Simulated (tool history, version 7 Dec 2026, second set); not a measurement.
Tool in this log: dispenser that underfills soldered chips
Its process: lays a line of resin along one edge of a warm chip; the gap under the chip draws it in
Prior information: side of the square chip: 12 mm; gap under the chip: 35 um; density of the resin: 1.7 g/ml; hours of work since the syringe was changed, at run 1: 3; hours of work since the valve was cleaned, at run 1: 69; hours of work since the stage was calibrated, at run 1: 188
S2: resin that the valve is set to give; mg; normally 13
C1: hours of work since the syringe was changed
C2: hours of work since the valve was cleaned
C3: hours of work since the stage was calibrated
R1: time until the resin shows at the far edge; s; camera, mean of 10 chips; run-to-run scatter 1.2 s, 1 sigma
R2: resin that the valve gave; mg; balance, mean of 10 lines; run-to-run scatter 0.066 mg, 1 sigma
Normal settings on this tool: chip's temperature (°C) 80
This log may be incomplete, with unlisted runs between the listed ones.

Run 1, hour 0: usual settings; C1 3; C2 69; C3 188. Result: R1 127.4 s, R2 12.31 mg.
At hour 4.8: new syringe of resin.
Run 2, hour 6.7: usual settings; C1 1; C2 74; C3 193. Result: R1 123.5 s, R2 12.29 mg.
At hour 12.9: new syringe of resin.
Run 3, hour 13.5: usual settings but S2 14.9 mg; C1 0; C2 79; C3 197. Result: R1 112 s, R2 14.1 mg.
Run 4, hour 19.4: usual settings but chip's temperature (°C) 70; C1 5; C2 83; C3 202. Result: R1 241.8 s, R2 12.19 mg.
At hour 21.4: new syringe of resin.
Run 5, hour 25.3: usual settings but chip's temperature (°C) 70; C1 3; C2 88; C3 206. Result: R1 212.7 s, R2 12.04 mg.
At hour 29.5: new syringe of resin.
Run 6, hour 29.5: usual settings but chip's temperature (°C) 70; C1 0; C2 90; C3 209. Result: R1 174.8 s, R2 12.14 mg.
Run 7, hour 35.8: usual settings but S2 11.6 mg; C1 5; C2 95; C3 214. Result: R1 159.3 s, R2 10.79 mg.
At hour 37.5: new syringe of resin.
At hour 40.5: dispensing valve cleaned and set on the balance.
Run 8, hour 40.8: usual settings but S2 15.4 mg; C1 2; C2 0; C3 217. Result: R1 119.7 s, R2 15.57 mg.
Run 9, hour 45.4: usual settings but S2 15.4 mg; C1 5; C2 4; C3 220. Result: R1 153 s, R2 15.49 mg.
At hour 47: new syringe of resin.
Run 10, hour 51.5: usual settings; C1 3; C2 8; C3 224. Result: R1 131.2 s, R2 12.96 mg.
At hour 55.2: new syringe of resin.
Run 11, hour 57.7: usual settings; C1 2; C2 12; C3 229. Result: R1 123.7 s, R2 12.98 mg.
Run 12, hour 62: usual settings; C1 5; C2 16; C3 232. Result: R1 154.9 s, R2 12.88 mg.
At hour 63.5: new syringe of resin.
Run 13, hour 65.8: usual settings; C1 2; C2 18; C3 235. Result: R1 121.9 s, R2 12.82 mg.
Run 14, hour 69: usual settings but chip's temperature (°C) 88; C1 4; C2 21; C3 237. Result: R1 101.2 s, R2 12.82 mg.
At hour 71.9: new syringe of resin.
Run 15, hour 74.5: usual settings but chip's temperature (°C) 88; C1 2; C2 25; C3 241. Result: R1 86.8 s, R2 12.92 mg.
Run 16, hour 78.3: usual settings but chip's temperature (°C) 88; C1 5; C2 28; C3 244. Result: R1 104.3 s, R2 12.81 mg.
At hour 80.1: new syringe of resin.
Run 17, hour 83.2: usual settings but chip's temperature (°C) 90; C1 2; C2 31; C3 247. Result: R1 80.9 s, R2 12.64 mg.
At hour 88.6: new syringe of resin.
Run 18, hour 88.7: usual settings but chip's temperature (°C) 95, S2 14.7 mg; C1 0; C2 35; C3 251. Result: R1 56.7 s, R2 14.42 mg.
Run 19, hour 92.2: usual settings but chip's temperature (°C) 95, S2 14.7 mg; C1 3; C2 37; C3 254. Result: R1 67.5 s, R2 14.27 mg.
At hour 96.9: new syringe of resin.
Run 20, hour 99: usual settings but chip's temperature (°C) 95, S2 14.7 mg; C1 2; C2 42; C3 259. Result: R1 62.5 s, R2 14.21 mg.
Run 21, hour 101.9: usual settings but chip's temperature (°C) 95, S2 14.7 mg; C1 4; C2 45; C3 261. Result: R1 72.3 s, R2 14.22 mg.
At hour 105.2: new syringe of resin.
Run 22, hour 106.6: usual settings but chip's temperature (°C) 95, S2 14.7 mg; C1 1; C2 48; C3 264. Result: R1 60 s, R2 14.13 mg.
Run 23, hour 110.6: usual settings but chip's temperature (°C) 95, S2 14.7 mg; C1 4; C2 51; C3 267. Result: R1 73 s, R2 14.22 mg.
At hour 113.6: new syringe of resin.
Run 24, hour 115.4: usual settings but chip's temperature (°C) 83, S2 13.3 mg; C1 1; C2 54; C3 271. Result: R1 100.4 s, R2 12.79 mg.
Run 25, hour 120.8: usual settings but chip's temperature (°C) 83, S2 13.3 mg; C1 5; C2 58; C3 275. Result: R1 134 s, R2 12.72 mg.
At hour 121.9: new syringe of resin.
Run 26, hour 125.2: usual settings but chip's temperature (°C) 83, S2 13.3 mg; C1 2; C2 61; C3 278. Result: R1 109.3 s, R2 12.77 mg.
Run 27, hour 128.4: usual settings but chip's temperature (°C) 91, S2 14.1 mg; C1 5; C2 64; C3 280. Result: R1 91.2 s, R2 13.45 mg.
At hour 130.4: new syringe of resin.
Run 28, hour 132.6: usual settings but chip's temperature (°C) 91, S2 14.1 mg; C1 2; C2 67; C3 283. Result: R1 72.6 s, R2 13.36 mg.
Run 29, hour 135.4: usual settings but S2 13.4 mg; C1 4; C2 69; C3 285. Result: R1 138.4 s, R2 12.71 mg.
At hour 138.8: new syringe of resin.
Run 30, hour 141.3: usual settings but chip's temperature (°C) 75, S2 13.9 mg; C1 2; C2 73; C3 289. Result: R1 151.9 s, R2 13.15 mg.
At hour 146.9: new syringe of resin.
Run 31, hour 148.5: usual settings but chip's temperature (°C) 75, S2 13.9 mg; C1 1; C2 78; C3 295. Result: R1 144.6 s, R2 13.19 mg.
Run 32, hour 153.5: usual settings but chip's temperature (°C) 82, S2 13.5 mg; C1 5; C2 82; C3 298. Result: R1 135.9 s, R2 12.66 mg.
At hour 155: new syringe of resin.
Run 33, hour 160.2: usual settings but chip's temperature (°C) 82, S2 13.5 mg; C1 4; C2 87; C3 303. Result: R1 128.9 s, R2 12.74 mg.
At hour 163.2: new syringe of resin.
Run 34, hour 163.4: usual settings but chip's temperature (°C) 94; C1 0; C2 89; C3 305. Result: R1 58.4 s, R2 12.2 mg.

What would each run have given without the hidden state, its run-to-run variation left as it was?
The hidden state here: resin's viscosity, % of fresh resin's; dose that the valve gives, % of what is set; true chip temperature over the reading, C; drift of the gauge itself on fill_s, %; drift of the gauge itself on given_mg, %.
run     R1     R2
  1  109.4  13.05
  2  111.6  13.08
  3  111.1  15.06
  4  176.2  13.07
  5  177.1  12.96
  6  178.5  13.09
  7  116.1  11.68
  8  109.3  15.52
  9  110.7  15.49
 10  108.9  13.01
 11    113  13.06
 12  113.2     13
 13  112.8  12.96
 14   79.1  12.99
 15   78.6  13.13
 16   77.2  13.05
 17   71.4  12.91
 18   57.2  14.77
 19     57  14.65
 20   58.3  14.64
 21   58.1  14.68
 22   57.3  14.62
 23   56.6  14.75
 24   95.7  13.31
 25   96.9  13.28
 26   96.7  13.36
 27   68.2  14.09
 28   67.5  14.03
 29  111.2  13.37
 30  139.5  13.89
 31  141.4  13.98
 32  102.6  13.45
 33  102.9  13.59
 34   59.6  13.03
